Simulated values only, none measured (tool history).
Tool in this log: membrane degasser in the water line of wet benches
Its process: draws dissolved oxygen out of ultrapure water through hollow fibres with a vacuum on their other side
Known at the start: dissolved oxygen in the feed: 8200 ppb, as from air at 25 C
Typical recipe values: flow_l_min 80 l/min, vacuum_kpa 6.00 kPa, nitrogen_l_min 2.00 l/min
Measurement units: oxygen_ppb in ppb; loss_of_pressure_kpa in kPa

run 1 hour=0.0 | flow_l_min=80 vacuum_kpa=6.00 nitrogen_l_min=2.00 | oxygen_ppb=344.8 loss_of_pressure_kpa=25.62
run 2 hour=221.3 | flow_l_min=80 vacuum_kpa=6.00 nitrogen_l_min=2.00 | oxygen_ppb=338.1 loss_of_pressure_kpa=25.78
run 3 hour=437.0 | flow_l_min=80 vacuum_kpa=6.00 nitrogen_l_min=2.00 | oxygen_ppb=343.9 loss_of_pressure_kpa=25.74
run 4 hour=684.1 | flow_l_min=68 vacuum_kpa=6.00 nitrogen_l_min=2.00 | oxygen_ppb=296.6 loss_of_pressure_kpa=21.70
run 5 hour=908.5 | flow_l_min=68 vacuum_kpa=6.00 nitrogen_l_min=2.00 | oxygen_ppb=301.7 loss_of_pressure_kpa=22.02
run 6 hour=1126.2 | flow_l_min=80 vacuum_kpa=10.07 nitrogen_l_min=2.00 | oxygen_ppb=647.4 loss_of_pressure_kpa=26.16
run 7 hour=1376.1 | flow_l_min=111 vacuum_kpa=6.00 nitrogen_l_min=2.00 | oxygen_ppb=485.2 loss_of_pressure_kpa=36.03
run 8 hour=1607.4 | flow_l_min=80 vacuum_kpa=6.00 nitrogen_l_min=2.00 | oxygen_ppb=358.7 loss_of_pressure_kpa=26.06
-- hour=1633.1 seals of the vacuum lines changed
-- hour=1649.7 vacuum gauge calibrated
run 9 hour=1803.2 | flow_l_min=80 vacuum_kpa=6.00 nitrogen_l_min=2.00 | oxygen_ppb=340.7 loss_of_pressure_kpa=25.86
run 10 hour=2010.7 | flow_l_min=80 vacuum_kpa=6.00 nitrogen_l_min=2.00 | oxygen_ppb=342.1 loss_of_pressure_kpa=26.37
run 11 hour=2277.7 | flow_l_min=80 vacuum_kpa=6.80 nitrogen_l_min=2.00 | oxygen_ppb=401.4 loss_of_pressure_kpa=26.19
run 12 hour=2444.0 | flow_l_min=80 vacuum_kpa=6.80 nitrogen_l_min=2.00 | oxygen_ppb=406.2 loss_of_pressure_kpa=26.03
run 13 hour=2618.8 | flow_l_min=80 vacuum_kpa=6.80 nitrogen_l_min=2.00 | oxygen_ppb=407.4 loss_of_pressure_kpa=26.30
run 14 hour=2850.0 | flow_l_min=80 vacuum_kpa=6.80 nitrogen_l_min=2.00 | oxygen_ppb=406.6 loss_of_pressure_kpa=26.43
run 15 hour=2998.0 | flow_l_min=80 vacuum_kpa=6.80 nitrogen_l_min=2.00 | oxygen_ppb=410.0 loss_of_pressure_kpa=26.24
run 16 hour=3242.3 | flow_l_min=80 vacuum_kpa=6.00 nitrogen_l_min=1.57 | oxygen_ppb=408.5 loss_of_pressure_kpa=26.46
run 17 hour=3388.0 | flow_l_min=80 vacuum_kpa=6.00 nitrogen_l_min=1.57 | oxygen_ppb=403.2 loss_of_pressure_kpa=26.52
run 18 hour=3645.5 | flow_l_min=52 vacuum_kpa=9.37 nitrogen_l_min=2.00 | oxygen_ppb=407.4 loss_of_pressure_kpa=17.19
run 19 hour=3780.8 | flow_l_min=52 vacuum_kpa=9.37 nitrogen_l_min=2.00 | oxygen_ppb=417.5 loss_of_pressure_kpa=17.30
run 20 hour=3993.4 | flow_l_min=52 vacuum_kpa=9.37 nitrogen_l_min=2.00 | oxygen_ppb=407.4 loss_of_pressure_kpa=17.18
run 21 hour=4254.5 | flow_l_min=63 vacuum_kpa=9.88 nitrogen_l_min=2.00 | oxygen_ppb=529.9 loss_of_pressure_kpa=20.94
run 22 hour=4428.5 | flow_l_min=107 vacuum_kpa=4.77 nitrogen_l_min=1.43 | oxygen_ppb=419.9 loss_of_pressure_kpa=35.74
-- hour=4527.7 seals of the vacuum lines changed
run 23 hour=4554.6 | flow_l_min=107 vacuum_kpa=4.77 nitrogen_l_min=1.43 | oxygen_ppb=420.6 loss_of_pressure_kpa=35.86
run 24 hour=4806.2 | flow_l_min=107 vacuum_kpa=4.77 nitrogen_l_min=1.43 | oxygen_ppb=417.3 loss_of_pressure_kpa=36.09
run 25 hour=5093.6 | flow_l_min=107 vacuum_kpa=4.77 nitrogen_l_min=1.43 | oxygen_ppb=435.5 loss_of_pressure_kpa=35.95
run 26 hour=5256.5 | flow_l_min=56 vacuum_kpa=9.17 nitrogen_l_min=2.00 | oxygen_ppb=438.1 loss_of_pressure_kpa=19.00
run 27 hour=5424.8 | flow_l_min=56 vacuum_kpa=9.17 nitrogen_l_min=2.00 | oxygen_ppb=441.9 loss_of_pressure_kpa=19.00
run 28 hour=5684.6 | flow_l_min=56 vacuum_kpa=7.86 nitrogen_l_min=3.13 | oxygen_ppb=283.0 loss_of_pressure_kpa=18.79
run 29 hour=5828.1 | flow_l_min=56 vacuum_kpa=7.86 nitrogen_l_min=3.13 | oxygen_ppb=279.1 loss_of_pressure_kpa=18.93
-- hour=5921.3 vacuum gauge calibrated
run 30 hour=6004.1 | flow_l_min=86 vacuum_kpa=6.00 nitrogen_l_min=2.00 | oxygen_ppb=392.0 loss_of_pressure_kpa=29.31
run 31 hour=6161.4 | flow_l_min=80 vacuum_kpa=13.27 nitrogen_l_min=2.00 | oxygen_ppb=898.0 loss_of_pressure_kpa=27.04

What if the next run were any one of these 4? Each begins from the tool's condition after run 31:
run A hour=6377.5 | flow_l_min=80 vacuum_kpa=6.00 nitrogen_l_min=4.37 | oxygen_ppb=? loss_of_pressure_kpa=?
run B hour=6377.5 | flow_l_min=80 vacuum_kpa=6.00 nitrogen_l_min=1.85 | oxygen_ppb=? loss_of_pressure_kpa=?
run C hour=6377.5 | flow_l_min=80 vacuum_kpa=5.35 nitrogen_l_min=2.00 | oxygen_ppb=? loss_of_pressure_kpa=?
run D hour=6377.5 | flow_l_min=80 vacuum_kpa=13.07 nitrogen_l_min=3.32 | oxygen_ppb=? loss_of_pressure_kpa=?

run=A oxygen_ppb=267.4 loss_of_pressure_kpa=27.30
run=B oxygen_ppb=389.1 loss_of_pressure_kpa=27.40
run=C oxygen_ppb=322.6 loss_of_pressure_kpa=27.11
run=D oxygen_ppb=639.9 loss_of_pressure_kpa=27.25
With no hidden state in the tool, these same runs would have given:
run=A oxygen_ppb=222.5 loss_of_pressure_kpa=25.26
run=B oxygen_ppb=341.2 loss_of_pressure_kpa=25.36
run=C oxygen_ppb=275.0 loss_of_pressure_kpa=25.09
run=D oxygen_ppb=597.2 loss_of_pressure_kpa=25.23
